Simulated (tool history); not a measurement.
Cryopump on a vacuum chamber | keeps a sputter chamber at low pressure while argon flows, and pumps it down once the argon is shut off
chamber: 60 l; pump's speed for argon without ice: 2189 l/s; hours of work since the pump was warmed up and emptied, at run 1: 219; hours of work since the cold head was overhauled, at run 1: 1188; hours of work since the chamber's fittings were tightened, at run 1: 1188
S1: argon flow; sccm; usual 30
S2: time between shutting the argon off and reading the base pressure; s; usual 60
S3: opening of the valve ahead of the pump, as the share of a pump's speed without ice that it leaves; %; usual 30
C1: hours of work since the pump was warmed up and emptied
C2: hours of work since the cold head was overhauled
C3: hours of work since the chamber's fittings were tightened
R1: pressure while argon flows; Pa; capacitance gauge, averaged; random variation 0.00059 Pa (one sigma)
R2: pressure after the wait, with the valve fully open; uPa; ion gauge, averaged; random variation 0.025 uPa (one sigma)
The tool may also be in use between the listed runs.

run    hour  S1   S2  S3   C1    C2    C3      R1    R2
  1     0.0  30   60  30  219  1188  1188  0.0800  2.67
  2    21.8  30   60  30  236  1205  1205  0.0807  2.67
  3    60.6  30   60  15  265  1235  1235  0.1565  2.73
       68.7  -- leaking fittings of the chamber tightened, without venting
  4    85.0  30   60  15  283  1252    12  0.1570  1.11
  5   109.1  30   60  30  301  1270    31  0.0805  1.08
  6   138.2  30   60  32  323  1292    53  0.0745  1.17
  7   179.2  30   60  32  355  1324    84  0.0760  1.16
  8   220.9  30   60  32  386  1356   116  0.0761  1.20
  9   263.5  30   60  32  419  1388   149  0.0782  1.33
 10   287.4  30   60  32  437  1406   167  0.0776  1.29
 11   321.5  30   60  30  463  1432   193  0.0814  1.41
 12   355.1  30  179  30  489  1458   219  0.0825  0.83
 13   378.2  30   60  30  506  1476   236  0.0817  1.39
 14   414.5  30  109  30  534  1503   264  0.0830  1.08
 15   454.4  30  109  30  565  1534   295  0.0841  1.13
 16   503.9  30  109  30  602  1572   332  0.0835  1.21
 17   526.3  30  109  30  620  1589   349  0.0843  1.21
 18   574.6  30  109  30  656  1626   386  0.0837  1.31
 19   602.3  48  107  18  678  1647   407  0.2185  1.31
 20   624.1  35  107  43  694  1663   424  0.0708  1.37
 21   646.7  18   26  23  712  1681   441  0.0669  2.96
 22   696.8  18   26  23  750  1719   480  0.0661  3.06
 23   725.2  18   26  23  771  1741   501  0.0647  3.10
 24   749.2  18   26  23  790  1759   520  0.0656  3.13
 25   784.1  18   26  44  816  1786   546  0.0379  3.15
 26   826.4  26  269  33  849  1818   579  0.0693  1.39
 27   848.8  46   60  30  866  1835   596  0.1340  2.18
 28   898.1  20   29  18  904  1873   633  0.0932  3.14
 29   919.5  20   29  18  920  1889   650  0.0934  3.19
      935.4  -- pump warmed up, emptied and cooled again
 30   971.0  50   29  25   27  1925   685  0.1550  2.85
 31  1012.2  50  164  25   59  1956   717  0.1561  1.44

Forecast each of these 5 alternatives for the next run:
  A  1061.4  48   33  54  96  1994  754   ?   ?
  B  1061.4  30   45  30  96  1994  754   ?   ?
  C  1061.4  15  249  24  96  1994  754   ?   ?
  D  1061.4  30   35  38  96  1994  754   ?   ?
  E  1061.4  17  164  25  96  1994  754   ?   ?

run      R1    R2
  A  0.0715  2.72
  B  0.0792  2.30
  C  0.0490  1.36
  D  0.0632  2.67
  E  0.0526  1.52
Without the tool's hidden state the same runs would have given:
run      R1    R2
  A  0.0688  1.71
  B  0.0775  1.28
  C  0.0481  0.32
  D  0.0615  1.63
  E  0.0517  0.47
